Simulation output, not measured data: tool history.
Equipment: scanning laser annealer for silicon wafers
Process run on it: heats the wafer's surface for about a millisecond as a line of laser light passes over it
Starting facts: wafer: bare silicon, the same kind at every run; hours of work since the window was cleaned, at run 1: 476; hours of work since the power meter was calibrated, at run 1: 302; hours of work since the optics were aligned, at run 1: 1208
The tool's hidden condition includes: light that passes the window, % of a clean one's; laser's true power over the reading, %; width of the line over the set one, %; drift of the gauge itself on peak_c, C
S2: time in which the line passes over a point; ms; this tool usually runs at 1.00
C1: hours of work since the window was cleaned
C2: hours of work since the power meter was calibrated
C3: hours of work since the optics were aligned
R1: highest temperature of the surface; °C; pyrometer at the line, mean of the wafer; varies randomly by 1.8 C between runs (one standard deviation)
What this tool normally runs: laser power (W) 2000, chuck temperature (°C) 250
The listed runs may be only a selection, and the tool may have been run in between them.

{"run": 1, "hour": 0.0, "laser power (W)": 2000, "S2": 1.0, "chuck temperature (°C)": 250, "C1": 476, "C2": 302, "C3": 1208, "R1": 941}
{"run": 2, "hour": 52.2, "laser power (W)": 2000, "S2": 1.0, "chuck temperature (°C)": 250, "C1": 502, "C2": 329, "C3": 1234, "R1": 941}
{"run": 3, "hour": 88.8, "laser power (W)": 2000, "S2": 1.0, "chuck temperature (°C)": 250, "C1": 521, "C2": 347, "C3": 1253, "R1": 940}
{"run": 4, "hour": 123.0, "laser power (W)": 2000, "S2": 1.0, "chuck temperature (°C)": 250, "C1": 538, "C2": 364, "C3": 1270, "R1": 938}
{"run": 5, "hour": 172.2, "laser power (W)": 2000, "S2": 1.0, "chuck temperature (°C)": 250, "C1": 563, "C2": 389, "C3": 1295, "R1": 937}
{"run": 6, "hour": 193.3, "laser power (W)": 2000, "S2": 0.81, "chuck temperature (°C)": 250, "C1": 573, "C2": 400, "C3": 1305, "R1": 863}
{"run": 7, "hour": 231.6, "laser power (W)": 2000, "S2": 0.72, "chuck temperature (°C)": 250, "C1": 593, "C2": 419, "C3": 1325, "R1": 824}
{"run": 8, "hour": 279.9, "laser power (W)": 2000, "S2": 0.72, "chuck temperature (°C)": 250, "C1": 617, "C2": 443, "C3": 1349, "R1": 825}
{"run": 9, "hour": 331.9, "laser power (W)": 2000, "S2": 0.72, "chuck temperature (°C)": 250, "C1": 643, "C2": 469, "C3": 1375, "R1": 822}

Estimate the outcome of run 10 from the log above:
{"hour": 337.2, "done": "window over the wafer cleaned"}
{"run": 10, "hour": 380.7, "laser power (W)": 1875, "S2": 0.9, "chuck temperature (°C)": 250, "C1": 22, "C2": 493, "C3": 1399, "R1": "?"}

{"run 10": {"R1": 827}}
With no hidden state in the tool, this same run would have given R1 890 °C.

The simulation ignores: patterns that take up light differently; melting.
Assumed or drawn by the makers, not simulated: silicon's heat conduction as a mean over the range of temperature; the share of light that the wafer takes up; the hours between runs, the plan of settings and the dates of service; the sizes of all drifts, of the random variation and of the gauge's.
